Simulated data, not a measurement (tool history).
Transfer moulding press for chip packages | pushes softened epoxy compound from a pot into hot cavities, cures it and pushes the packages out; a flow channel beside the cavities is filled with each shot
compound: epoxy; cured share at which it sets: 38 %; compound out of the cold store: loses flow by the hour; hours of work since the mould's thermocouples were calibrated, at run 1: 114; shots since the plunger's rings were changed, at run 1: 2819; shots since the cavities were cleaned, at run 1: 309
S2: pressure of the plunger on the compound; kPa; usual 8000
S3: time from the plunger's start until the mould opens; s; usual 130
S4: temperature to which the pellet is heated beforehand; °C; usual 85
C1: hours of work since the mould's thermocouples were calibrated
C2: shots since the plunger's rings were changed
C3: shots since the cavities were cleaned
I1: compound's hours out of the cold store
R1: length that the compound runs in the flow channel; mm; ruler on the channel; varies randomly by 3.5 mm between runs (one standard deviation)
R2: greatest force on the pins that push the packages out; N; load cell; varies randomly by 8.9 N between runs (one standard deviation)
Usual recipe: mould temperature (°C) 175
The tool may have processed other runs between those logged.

run 1 hour=0 | mould_temperature_(°C)=175 S2=8000 S3=130 S4=85 | C1=114 C2=2819 C3=309 | I1=42.6 | R1=818 R2=398
run 2 hour=19.4 | mould_temperature_(°C)=175 S2=8000 S3=130 S4=90 | C1=123 C2=2959 C3=449 | I1=18.3 | R1=869 R2=389
run 3 hour=35.4 | mould_temperature_(°C)=175 S2=8000 S3=143 S4=85 | C1=131 C2=3075 C3=565 | I1=10.9 | R1=886 R2=375
run 4 hour=48.5 | mould_temperature_(°C)=175 S2=8090 S3=130 S4=85 | C1=137 C2=3170 C3=660 | I1=29.4 | R1=851 R2=382
-- hour=52.1 cavities cleaned with cleaning compound and waxed
run 5 hour=64.1 | mould_temperature_(°C)=175 S2=8090 S3=130 S4=85 | C1=144 C2=3271 C3=86 | I1=38.8 | R1=829 R2=392
run 6 hour=74.6 | mould_temperature_(°C)=175 S2=8000 S3=130 S4=85 | C1=149 C2=3347 C3=162 | I1=31.3 | R1=843 R2=383
run 7 hour=87.1 | mould_temperature_(°C)=175 S2=8000 S3=130 S4=81 | C1=156 C2=3438 C3=253 | I1=26.1 | R1=857 R2=393
-- hour=99.8 plunger's sealing rings changed
run 8 hour=104.3 | mould_temperature_(°C)=175 S2=8000 S3=130 S4=81 | C1=163 C2=32 C3=359 | I1=44.8 | R1=817 R2=388
run 9 hour=123.6 | mould_temperature_(°C)=175 S2=8000 S3=130 S4=81 | C1=172 C2=172 C3=499 | I1=15.2 | R1=881 R2=396
run 10 hour=133.6 | mould_temperature_(°C)=175 S2=8000 S3=130 S4=85 | C1=177 C2=244 C3=571 | I1=20.8 | R1=867 R2=401
run 11 hour=145.4 | mould_temperature_(°C)=175 S2=7550 S3=130 S4=85 | C1=183 C2=329 C3=656 | I1=35.4 | R1=808 R2=383
-- hour=149.7 cavities cleaned with cleaning compound and waxed
run 12 hour=164 | mould_temperature_(°C)=175 S2=7550 S3=130 S4=85 | C1=191 C2=453 C3=104 | I1=36.7 | R1=805 R2=398
run 13 hour=174.1 | mould_temperature_(°C)=175 S2=7550 S3=130 S4=85 | C1=196 C2=525 C3=176 | I1=39 | R1=803 R2=401
run 14 hour=186.4 | mould_temperature_(°C)=175 S2=7550 S3=130 S4=85 | C1=202 C2=614 C3=265 | I1=33.5 | R1=814 R2=383
run 15 hour=203.6 | mould_temperature_(°C)=175 S2=7550 S3=130 S4=85 | C1=211 C2=739 C3=390 | I1=32.8 | R1=819 R2=390
run 16 hour=214.9 | mould_temperature_(°C)=175 S2=7550 S3=130 S4=85 | C1=216 C2=820 C3=471 | I1=24.7 | R1=833 R2=385
run 17 hour=229.7 | mould_temperature_(°C)=175 S2=6960 S3=145 S4=77 | C1=223 C2=927 C3=578 | I1=34.2 | R1=786 R2=370
run 18 hour=238.3 | mould_temperature_(°C)=175 S2=6960 S3=145 S4=77 | C1=227 C2=989 C3=640 | I1=26.5 | R1=800 R2=367
-- hour=245.1 cavities cleaned with cleaning compound and waxed
run 19 hour=251.6 | mould_temperature_(°C)=175 S2=9080 S3=161 S4=85 | C1=233 C2=1075 C3=47 | I1=19.3 | R1=921 R2=352
run 20 hour=267 | mould_temperature_(°C)=172 S2=9700 S3=130 S4=85 | C1=241 C2=1186 C3=158 | I1=13.6 | R1=975 R2=459
run 21 hour=278.7 | mould_temperature_(°C)=172 S2=6310 S3=134 S4=85 | C1=246 C2=1271 C3=243 | I1=21.2 | R1=767 R2=420
run 22 hour=287.7 | mould_temperature_(°C)=169 S2=9700 S3=129 S4=95 | C1=251 C2=1336 C3=308 | I1=14.2 | R1=983 R2=532
run 23 hour=304.7 | mould_temperature_(°C)=181 S2=9420 S3=129 S4=86 | C1=259 C2=1458 C3=430 | I1=29.6 | R1=908 R2=362
run 24 hour=314.7 | mould_temperature_(°C)=177 S2=6480 S3=129 S4=86 | C1=264 C2=1531 C3=503 | I1=11.4 | R1=793 R2=389
run 25 hour=329.5 | mould_temperature_(°C)=177 S2=6480 S3=129 S4=86 | C1=271 C2=1638 C3=610 | I1=19.4 | R1=782 R2=378
-- hour=340.1 cavities cleaned with cleaning compound and waxed
run 26 hour=345.4 | mould_temperature_(°C)=182 S2=6480 S3=129 S4=86 | C1=278 C2=1742 C3=39 | I1=24.6 | R1=762 R2=358
run 27 hour=353.8 | mould_temperature_(°C)=182 S2=6480 S3=129 S4=86 | C1=282 C2=1802 C3=99 | I1=47.8 | R1=725 R2=331
run 28 hour=373.1 | mould_temperature_(°C)=182 S2=6480 S3=129 S4=86 | C1=292 C2=1942 C3=239 | I1=28.8 | R1=751 R2=358

Alternative continuations, all from the tool just after run 28; predict every row:
run A hour=385.1 | mould_temperature_(°C)=168 S2=6480 S3=129 S4=80 | C1=298 C2=2029 C3=326 | I1=14.4 | R1=? R2=?
run B hour=385.1 | mould_temperature_(°C)=168 S2=6770 S3=129 S4=93 | C1=298 C2=2029 C3=326 | I1=41.1 | R1=? R2=?
run C hour=385.1 | mould_temperature_(°C)=179 S2=6480 S3=129 S4=86 | C1=298 C2=2029 C3=326 | I1=20.9 | R1=? R2=?

run=A R1=801 R2=557
run=B R1=764 R2=530
run=C R1=766 R2=362
Without the tool's unlogged condition, the same runs would have read:
run=A R1=801 R2=555
run=B R1=764 R2=528
run=C R1=766 R2=360
